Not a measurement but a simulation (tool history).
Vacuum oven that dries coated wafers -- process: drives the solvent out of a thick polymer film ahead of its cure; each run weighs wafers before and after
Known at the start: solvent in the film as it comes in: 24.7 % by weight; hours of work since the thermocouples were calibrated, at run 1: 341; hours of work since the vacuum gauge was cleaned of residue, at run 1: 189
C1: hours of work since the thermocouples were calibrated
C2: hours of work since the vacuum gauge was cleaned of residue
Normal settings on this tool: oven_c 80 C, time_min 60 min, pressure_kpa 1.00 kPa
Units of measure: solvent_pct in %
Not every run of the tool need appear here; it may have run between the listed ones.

{"run": 1, "hour": 0.0, "oven_c": 80, "time_min": 60, "pressure_kpa": 1.0, "C1": 341, "C2": 189, "solvent_pct": 4.31}
{"run": 2, "hour": 26.5, "oven_c": 80, "time_min": 60, "pressure_kpa": 2.29, "C1": 354, "C2": 202, "solvent_pct": 4.85}
{"run": 3, "hour": 43.2, "oven_c": 80, "time_min": 60, "pressure_kpa": 1.29, "C1": 361, "C2": 209, "solvent_pct": 4.44}
{"run": 4, "hour": 72.7, "oven_c": 80, "time_min": 60, "pressure_kpa": 1.29, "C1": 375, "C2": 223, "solvent_pct": 4.63}
{"run": 5, "hour": 107.5, "oven_c": 80, "time_min": 60, "pressure_kpa": 1.29, "C1": 392, "C2": 240, "solvent_pct": 4.49}
{"run": 6, "hour": 129.7, "oven_c": 80, "time_min": 60, "pressure_kpa": 1.29, "C1": 402, "C2": 250, "solvent_pct": 4.5}
{"run": 7, "hour": 151.0, "oven_c": 80, "time_min": 34, "pressure_kpa": 1.29, "C1": 412, "C2": 260, "solvent_pct": 8.44}
{"run": 8, "hour": 171.9, "oven_c": 80, "time_min": 72, "pressure_kpa": 1.29, "C1": 422, "C2": 270, "solvent_pct": 3.47}
{"run": 9, "hour": 191.4, "oven_c": 80, "time_min": 72, "pressure_kpa": 1.29, "C1": 431, "C2": 279, "solvent_pct": 3.36}
{"run": 10, "hour": 226.4, "oven_c": 80, "time_min": 60, "pressure_kpa": 1.0, "C1": 448, "C2": 296, "solvent_pct": 4.48}
{"run": 11, "hour": 250.1, "oven_c": 91, "time_min": 60, "pressure_kpa": 1.0, "C1": 459, "C2": 307, "solvent_pct": 1.35}
{"run": 12, "hour": 284.3, "oven_c": 91, "time_min": 60, "pressure_kpa": 1.0, "C1": 475, "C2": 323, "solvent_pct": 1.48}
{"run": 13, "hour": 313.2, "oven_c": 91, "time_min": 72, "pressure_kpa": 1.0, "C1": 489, "C2": 337, "solvent_pct": 0.96}
{"run": 14, "hour": 347.3, "oven_c": 91, "time_min": 72, "pressure_kpa": 1.0, "C1": 505, "C2": 353, "solvent_pct": 0.94}
{"run": 15, "hour": 370.0, "oven_c": 91, "time_min": 72, "pressure_kpa": 1.0, "C1": 515, "C2": 363, "solvent_pct": 1.07}
{"run": 16, "hour": 400.6, "oven_c": 91, "time_min": 72, "pressure_kpa": 1.0, "C1": 530, "C2": 378, "solvent_pct": 0.99}
{"run": 17, "hour": 437.9, "oven_c": 91, "time_min": 72, "pressure_kpa": 1.0, "C1": 547, "C2": 395, "solvent_pct": 0.94}
{"run": 18, "hour": 468.0, "oven_c": 91, "time_min": 72, "pressure_kpa": 1.0, "C1": 562, "C2": 409, "solvent_pct": 0.99}
{"run": 19, "hour": 496.7, "oven_c": 91, "time_min": 72, "pressure_kpa": 1.0, "C1": 575, "C2": 423, "solvent_pct": 0.93}
{"run": 20, "hour": 535.3, "oven_c": 91, "time_min": 72, "pressure_kpa": 1.0, "C1": 593, "C2": 441, "solvent_pct": 1.07}
{"run": 21, "hour": 556.3, "oven_c": 80, "time_min": 60, "pressure_kpa": 0.51, "C1": 603, "C2": 451, "solvent_pct": 4.4}
{"run": 22, "hour": 577.3, "oven_c": 80, "time_min": 60, "pressure_kpa": 1.0, "C1": 613, "C2": 461, "solvent_pct": 4.55}
{"run": 23, "hour": 605.5, "oven_c": 88, "time_min": 60, "pressure_kpa": 1.0, "C1": 626, "C2": 474, "solvent_pct": 2.29}
{"run": 24, "hour": 633.0, "oven_c": 88, "time_min": 60, "pressure_kpa": 1.0, "C1": 639, "C2": 487, "solvent_pct": 2.12}
{"run": 25, "hour": 671.6, "oven_c": 85, "time_min": 70, "pressure_kpa": 3.86, "C1": 657, "C2": 505, "solvent_pct": 3.06}
{"run": 26, "hour": 702.8, "oven_c": 85, "time_min": 70, "pressure_kpa": 3.86, "C1": 672, "C2": 520, "solvent_pct": 3.04}
{"run": 27, "hour": 722.5, "oven_c": 94, "time_min": 60, "pressure_kpa": 1.0, "C1": 681, "C2": 529, "solvent_pct": 1.1}
{"run": 28, "hour": 741.7, "oven_c": 94, "time_min": 60, "pressure_kpa": 1.0, "C1": 690, "C2": 538, "solvent_pct": 0.99}
{"run": 29, "hour": 775.1, "oven_c": 94, "time_min": 60, "pressure_kpa": 1.0, "C1": 706, "C2": 554, "solvent_pct": 1.08}
{"run": 30, "hour": 794.3, "oven_c": 94, "time_min": 60, "pressure_kpa": 1.0, "C1": 715, "C2": 563, "solvent_pct": 1.06}
{"hour": 803.2, "done": "oven's thermocouples calibrated"}
{"run": 31, "hour": 821.3, "oven_c": 67, "time_min": 34, "pressure_kpa": 0.61, "C1": 8, "C2": 575, "solvent_pct": 13.36}

Predict the results of run 32:
{"run": 32, "hour": 852.9, "oven_c": 88, "time_min": 99, "pressure_kpa": 1.27, "C1": 23, "C2": 590, "solvent_pct": "?"}

solvent_pct: 0.72 %
If the tool had no hidden condition, the same run with the same run-to-run variation would have returned solvent_pct 0.64 %.
